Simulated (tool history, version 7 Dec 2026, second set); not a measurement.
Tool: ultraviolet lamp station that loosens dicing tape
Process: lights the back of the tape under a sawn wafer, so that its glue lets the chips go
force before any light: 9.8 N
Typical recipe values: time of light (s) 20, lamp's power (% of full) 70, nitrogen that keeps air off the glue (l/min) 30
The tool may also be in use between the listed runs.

run   hour  time of light (s)  lamp's power (% of full)  nitrogen that keeps air off the glue (l/min)  force that peels the tape off (N)  light that reached the tape (J/m2)
  1    0.0                 20                        70                                            30                              0.585                                2610
  2    8.8                 20                        70                                            30                              0.570                                2660
  3   16.3                 20                        70                                            30                              0.584                                2590
  4   29.0                 20                        70                                            20                              0.754                                2580
  5   45.7                 20                        70                                            20                              0.751                                2620
  6   56.6                 20                        70                                            20                              0.752                                2670
  7   67.2                 20                        70                                            20                              0.780                                2610
  8   83.8                 20                        70                                            20                              0.774                                2610
  9   94.1                 20                        70                                            20                              0.723                                2660
 10  108.1                 20                        70                                            20                              0.763                                2610
 11  121.2                 20                        70                                            20                              0.742                                2650
 12  129.0                 12                        98                                            31                              0.817                                2180
 13  145.2                 12                        64                                            30                              1.767                                1420
 14  161.0                 26                        70                                            25                              0.399                                3410
 15  177.0                 26                        70                                            25                              0.408                                3470
 16  187.9                 26                        70                                            25                              0.387                                3350
 17  201.1                 20                        95                                            30                              0.340                                3520
 18  212.7                 20                        70                                            30                              0.575                                2630
 19  226.0                 20                        70                                            30                              0.575                                2600
 20  237.8                 17                        82                                            30                              0.568                                2630

Predict each of these 5 candidate next runs independently; none follows another, all start after run 20:
  A  253.4                 33                        99                                            26                                  ?                                   ?
  B  253.4                 17                        82                                            30                                  ?                                   ?
  C  253.4                 17                        72                                            32                                  ?                                   ?
  D  253.4                 15                        96                                            14                                  ?                                   ?
  E  253.4                 20                        70                                            21                                  ?                                   ?

run  force that peels the tape off (N)  light that reached the tape (J/m2)
  A                              0.244                                6090
  B                              0.585                                2640
  C                              0.735                                2300
  D                              0.890                                2720
  E                              0.744                                2670
With the hidden condition removed and each run's random variation left untouched, the same runs would have given:
run  force that peels the tape off (N)  light that reached the tape (J/m2)
  A                              0.244                                6100
  B                              0.584                                2640
  C                              0.733                                2310
  D                              0.888                                2720
  E                              0.743                                2670
